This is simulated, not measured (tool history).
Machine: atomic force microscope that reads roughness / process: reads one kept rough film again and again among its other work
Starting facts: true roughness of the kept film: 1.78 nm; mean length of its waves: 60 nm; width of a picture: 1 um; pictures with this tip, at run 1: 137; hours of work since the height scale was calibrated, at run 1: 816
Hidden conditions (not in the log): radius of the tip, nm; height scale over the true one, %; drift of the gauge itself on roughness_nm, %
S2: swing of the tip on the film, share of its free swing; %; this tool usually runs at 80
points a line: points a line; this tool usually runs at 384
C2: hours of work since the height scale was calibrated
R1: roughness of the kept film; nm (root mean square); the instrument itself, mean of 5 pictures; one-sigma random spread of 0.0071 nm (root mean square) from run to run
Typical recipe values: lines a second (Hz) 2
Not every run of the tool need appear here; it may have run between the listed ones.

Run 1, hour 0: usual settings; pictures with this tip 137; C2 816. Result: R1 1.423 nm (root mean square).
Run 2, hour 21: usual settings; pictures with this tip 172; C2 829. Result: R1 1.418 nm (root mean square).
At hour 30.7: new tip fitted.
Run 3, hour 53.2: usual settings; pictures with this tip 37; C2 849. Result: R1 1.424 nm (root mean square).
Run 4, hour 70.5: usual settings; pictures with this tip 66; C2 860. Result: R1 1.436 nm (root mean square).
Run 5, hour 101.1: usual settings; pictures with this tip 118; C2 880. Result: R1 1.424 nm (root mean square).
Run 6, hour 123: usual settings but S2 65 %; pictures with this tip 154; C2 894. Result: R1 1.56 nm (root mean square).
At hour 141.6: new tip fitted.
Run 7, hour 162: usual settings but S2 65 %; pictures with this tip 34; C2 918. Result: R1 1.582 nm (root mean square).
Run 8, hour 185.2: usual settings but S2 65 %; pictures with this tip 73; C2 933. Result: R1 1.559 nm (root mean square).
Run 9, hour 217.8: usual settings but points a line 926; pictures with this tip 127; C2 953. Result: R1 1.419 nm (root mean square).
At hour 220.6: height scale calibrated on a step standard.
At hour 253.8: new tip fitted.
Run 10, hour 255.1: usual settings but points a line 926; pictures with this tip 2; C2 21. Result: R1 1.424 nm (root mean square).
Run 11, hour 274.2: usual settings but lines a second (Hz) 2.09, S2 59 %, points a line 353; pictures with this tip 34; C2 34. Result: R1 1.608 nm (root mean square).
Run 12, hour 301.2: usual settings but S2 62 %; pictures with this tip 80; C2 51. Result: R1 1.586 nm (root mean square).
Run 13, hour 323.5: usual settings but lines a second (Hz) 0.64, S2 62 %; pictures with this tip 117; C2 65. Result: R1 1.646 nm (root mean square).
Run 14, hour 349.9: usual settings but lines a second (Hz) 0.68, S2 86 %, points a line 526; pictures with this tip 161; C2 81. Result: R1 1.549 nm (root mean square).
At hour 364.4: new tip fitted.
Run 15, hour 381.3: usual settings but lines a second (Hz) 0.68, S2 86 %, points a line 526; pictures with this tip 28; C2 101. Result: R1 1.555 nm (root mean square).
At hour 398.4: height scale calibrated on a step standard, once more.
Run 16, hour 398.4: usual settings but lines a second (Hz) 2.84, S2 81 %, points a line 832; pictures with this tip 55; C2 0. Result: R1 1.338 nm (root mean square).

How would selected steps in R1 from run to run divide? Give the signed amount a tool lacking its hidden state would still show from settings, what came in and random variation, and the signed amount left for the hidden state, including any gauge scatter that is not in both of the compared results.
Run 15 -> 16: lines a second (Hz) 0.68 -> 2.84, S2 86 -> 81, points a line 526 -> 832, height scale calibrated on a step standard, once more. R1 -0.217 nm (root mean square): hidden state +0.04, all else -0.257.

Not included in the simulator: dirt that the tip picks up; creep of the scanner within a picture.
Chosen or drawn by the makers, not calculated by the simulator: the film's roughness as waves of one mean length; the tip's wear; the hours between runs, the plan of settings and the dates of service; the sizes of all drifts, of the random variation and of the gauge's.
